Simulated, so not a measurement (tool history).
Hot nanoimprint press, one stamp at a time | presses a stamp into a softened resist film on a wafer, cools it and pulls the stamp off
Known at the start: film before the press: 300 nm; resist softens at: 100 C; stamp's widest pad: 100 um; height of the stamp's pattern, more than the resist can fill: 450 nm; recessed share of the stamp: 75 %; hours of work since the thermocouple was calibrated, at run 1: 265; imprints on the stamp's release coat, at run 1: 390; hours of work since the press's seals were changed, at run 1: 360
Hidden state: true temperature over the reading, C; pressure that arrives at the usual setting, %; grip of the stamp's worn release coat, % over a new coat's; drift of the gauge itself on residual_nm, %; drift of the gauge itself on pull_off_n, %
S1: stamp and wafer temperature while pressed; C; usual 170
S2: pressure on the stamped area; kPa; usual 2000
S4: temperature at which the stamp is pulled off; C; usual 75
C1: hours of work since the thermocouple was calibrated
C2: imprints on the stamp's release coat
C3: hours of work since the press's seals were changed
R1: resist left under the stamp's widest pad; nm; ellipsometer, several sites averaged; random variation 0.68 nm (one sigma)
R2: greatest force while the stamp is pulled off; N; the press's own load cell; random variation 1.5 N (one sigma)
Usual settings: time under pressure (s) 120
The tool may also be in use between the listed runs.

run 1 hour=0.0 | S1=170 S2=2000 time_under_pressure_(s)=120 S4=75 | C1=265 C2=390 C3=360 | R1=126.5 R2=145
run 2 hour=30.9 | S1=170 S2=2000 time_under_pressure_(s)=120 S4=75 | C1=281 C2=445 C3=376 | R1=125.6 R2=145
run 3 hour=62.4 | S1=170 S2=2000 time_under_pressure_(s)=120 S4=75 | C1=298 C2=502 C3=392 | R1=126.0 R2=144
run 4 hour=76.8 | S1=170 S2=2000 time_under_pressure_(s)=120 S4=75 | C1=305 C2=528 C3=400 | R1=126.5 R2=143
-- hour=98.4 stamp cleaned and given a new release coat
run 5 hour=102.0 | S1=170 S2=2000 time_under_pressure_(s)=120 S4=75 | C1=315 C2=7 C3=410 | R1=124.6 R2=141
run 6 hour=131.4 | S1=170 S2=2000 time_under_pressure_(s)=120 S4=75 | C1=331 C2=60 C3=426 | R1=123.9 R2=143
-- hour=146.7 plate thermocouple calibrated
run 7 hour=154.1 | S1=170 S2=2000 time_under_pressure_(s)=143 S4=75 | C1=4 C2=95 C3=436 | R1=117.7 R2=144
run 8 hour=176.4 | S1=170 S2=2000 time_under_pressure_(s)=143 S4=75 | C1=16 C2=136 C3=448 | R1=116.4 R2=142
run 9 hour=207.1 | S1=170 S2=2000 time_under_pressure_(s)=143 S4=75 | C1=32 C2=191 C3=464 | R1=115.5 R2=141
run 10 hour=229.6 | S1=170 S2=2000 time_under_pressure_(s)=120 S4=79 | C1=44 C2=232 C3=476 | R1=124.4 R2=132
run 11 hour=263.1 | S1=170 S2=2000 time_under_pressure_(s)=120 S4=79 | C1=61 C2=292 C3=494 | R1=124.2 R2=133
run 12 hour=288.6 | S1=165 S2=2000 time_under_pressure_(s)=120 S4=83 | C1=75 C2=338 C3=507 | R1=143.6 R2=121
run 13 hour=320.9 | S1=165 S2=2000 time_under_pressure_(s)=120 S4=83 | C1=92 C2=396 C3=524 | R1=145.1 R2=125
run 14 hour=343.4 | S1=174 S2=1540 time_under_pressure_(s)=75 S4=75 | C1=104 C2=437 C3=536 | R1=146.0 R2=143
run 15 hour=373.4 | S1=173 S2=2970 time_under_pressure_(s)=120 S4=75 | C1=120 C2=491 C3=552 | R1=92.1 R2=145
run 16 hour=389.0 | S1=170 S2=1410 time_under_pressure_(s)=156 S4=80 | C1=128 C2=519 C3=560 | R1=131.9 R2=132
run 17 hour=408.2 | S1=170 S2=2170 time_under_pressure_(s)=120 S4=78 | C1=138 C2=554 C3=570 | R1=118.0 R2=137
-- hour=417.1 stamp cleaned and given a new release coat
run 18 hour=436.6 | S1=177 S2=2170 time_under_pressure_(s)=61 S4=69 | C1=150 C2=35 C3=582 | R1=124.2 R2=160
-- hour=458.8 press's hydraulic seals changed and the load cell set to zero
run 19 hour=468.3 | S1=177 S2=2170 time_under_pressure_(s)=183 S4=76 | C1=162 C2=78 C3=5 | R1=79.7 R2=142

Forecast run 20:
run 20 hour=491.5 | S1=159 S2=2540 time_under_pressure_(s)=69 S4=72 | C1=175 C2=120 C3=17 | R1=? R2=?

R1: 185.2 nm
R2: 150 N
Without the tool's hidden state the same run would have given R1 189.2 nm, R2 150 N.
